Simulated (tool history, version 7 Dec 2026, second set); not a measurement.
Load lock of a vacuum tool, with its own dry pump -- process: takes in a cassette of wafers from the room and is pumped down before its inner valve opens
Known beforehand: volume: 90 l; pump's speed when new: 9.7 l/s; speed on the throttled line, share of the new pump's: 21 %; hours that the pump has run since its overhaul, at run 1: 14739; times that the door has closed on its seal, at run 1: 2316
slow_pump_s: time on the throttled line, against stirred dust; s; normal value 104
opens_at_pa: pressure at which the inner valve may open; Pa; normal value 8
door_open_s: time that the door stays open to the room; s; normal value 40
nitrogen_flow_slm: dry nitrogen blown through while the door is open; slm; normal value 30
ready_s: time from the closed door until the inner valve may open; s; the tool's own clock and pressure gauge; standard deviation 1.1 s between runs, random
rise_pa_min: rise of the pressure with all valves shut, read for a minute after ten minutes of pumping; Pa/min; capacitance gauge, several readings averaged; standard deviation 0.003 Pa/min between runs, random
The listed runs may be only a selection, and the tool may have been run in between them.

| run | hour | slow_pump_s | opens_at_pa | door_open_s | nitrogen_flow_slm | hours that the pump has run since its overhaul | times that the door has closed on its seal | incoming humidity of the room's air, % | ready_s | rise_pa_min |
|---|---|---|---|---|---|---|---|---|---|---|
| 1 | 0.0 | 104 | 8 | 40 | 30 | 14739 | 2316 | 46.4 | 185.9 | 0.019 |
| 2 | 88.2 | 104 | 8 | 40 | 30 | 14828 | 2407 | 40.5 | 183.8 | 0.019 |
| 3 | 182.6 | 104 | 8 | 40 | 30 | 14922 | 2504 | 45.4 | 185.4 | 0.015 |
| 4 | 297.9 | 104 | 8 | 106 | 30 | 15037 | 2622 | 47.5 | 185.8 | 0.032 |
| 5 | 379.8 | 104 | 8 | 106 | 30 | 15119 | 2706 | 47.1 | 187.4 | 0.032 |
| 6 | 449.6 | 104 | 8 | 106 | 30 | 15189 | 2778 | 46.6 | 187.2 | 0.029 |
| 7 | 518.5 | 63 | 8 | 40 | 30 | 15258 | 2849 | 44.1 | 156.9 | 0.021 |
| 8 | 624.2 | 63 | 8 | 40 | 30 | 15364 | 2957 | 44.9 | 154.7 | 0.020 |
| 9 | 711.9 | 63 | 7 | 40 | 30 | 15451 | 3047 | 46.9 | 157.4 | 0.026 |
| 10 | 808.4 | 63 | 7 | 40 | 30 | 15548 | 3147 | 44.1 | 158.4 | 0.020 |
| 11 | 915.8 | 104 | 8 | 40 | 30 | 15655 | 3257 | 45.7 | 185.0 | 0.023 |
| 12 | 1032.9 | 104 | 8 | 40 | 30 | 15772 | 3377 | 44.2 | 185.3 | 0.028 |
| 13 | 1090.3 | 104 | 8 | 190 | 30 | 15830 | 3436 | 46.9 | 186.4 | 0.042 |
| 14 | 1231.4 | 104 | 8 | 190 | 30 | 15971 | 3581 | 45.0 | 186.1 | 0.043 |
| 15 | 1346.0 | 104 | 8 | 190 | 30 | 16085 | 3699 | 48.8 | 185.5 | 0.048 |
| 16 | 1476.0 | 104 | 8 | 190 | 30 | 16215 | 3832 | 43.3 | 185.1 | 0.047 |
| 17 | 1592.1 | 72 | 7 | 26 | 31 | 16332 | 3952 | 45.6 | 165.6 | 0.014 |
| 18 | 1710.2 | 146 | 6 | 50 | 15 | 16450 | 4073 | 47.5 | 220.6 | 0.031 |
| 19 | 1777.6 | 140 | 15 | 48 | 40 | 16517 | 4142 | 44.1 | 205.9 | 0.020 |
| 20 | 1848.4 | 59 | 15 | 48 | 40 | 16588 | 4215 | 45.5 | 147.3 | 0.017 |
| 21 | 1917.8 | 86 | 8 | 61 | 30 | 16657 | 4286 | 44.2 | 173.7 | 0.025 |
| 22 | 2052.5 | 203 | 13 | 49 | 30 | 16792 | 4425 | 45.8 | 254.8 | 0.025 |
| 23 | 2139.8 | 203 | 13 | 49 | 30 | 16879 | 4514 | 49.0 | 254.9 | 0.028 |
| 24 | 2251.5 | 203 | 16 | 127 | 30 | 16991 | 4629 | 47.3 | 255.7 | 0.034 |
| 25 | 2354.4 | 203 | 16 | 127 | 30 | 17094 | 4735 | 44.8 | 252.0 | 0.039 |
| 26 | 2427.7 | 104 | 8 | 40 | 7 | 17167 | 4810 | 42.4 | 188.3 | 0.037 |
| 27 | 2547.6 | 104 | 6 | 86 | 7 | 17287 | 4933 | 44.5 | 192.6 | 0.058 |
| 28 | 2641.6 | 82 | 10 | 86 | 6 | 17381 | 5030 | 44.4 | 169.8 | 0.058 |
| 29 | 2749.0 | 82 | 7 | 45 | 29 | 17488 | 5140 | 41.4 | 175.2 | 0.025 |
| 30 | 2820.4 | 201 | 11 | 40 | 30 | 17560 | 5213 | 48.6 | 257.8 | 0.025 |
| 31 | 2938.2 | 104 | 16 | 40 | 30 | 17678 | 5334 | 46.3 | 179.2 | 0.024 |

Alternative continuations, all from the tool just after run 31; predict every row:
| A | 3004.5 | 104 | 8 | 40 | 30 | 17744 | 5403 | 48.4 | ? | ? |
| B | 3004.5 | 104 | 12 | 47 | 8 | 17744 | 5403 | 48.3 | ? | ? |
| C | 3004.5 | 55 | 8 | 129 | 5 | 17744 | 5403 | 46.3 | ? | ? |
| D | 3004.5 | 114 | 8 | 40 | 6 | 17744 | 5403 | 46.8 | ? | ? |

| run | ready_s | rise_pa_min |
|---|---|---|
| A | 190.0 | 0.026 |
| B | 183.7 | 0.040 |
| C | 151.6 | 0.086 |
| D | 197.2 | 0.039 |
Take away the tool's hidden state, keep each run's random variation, and the runs would have read:
| run | ready_s | rise_pa_min |
|---|---|---|
| A | 171.1 | 0.013 |
| B | 166.3 | 0.028 |
| C | 130.1 | 0.073 |
| D | 178.9 | 0.026 |

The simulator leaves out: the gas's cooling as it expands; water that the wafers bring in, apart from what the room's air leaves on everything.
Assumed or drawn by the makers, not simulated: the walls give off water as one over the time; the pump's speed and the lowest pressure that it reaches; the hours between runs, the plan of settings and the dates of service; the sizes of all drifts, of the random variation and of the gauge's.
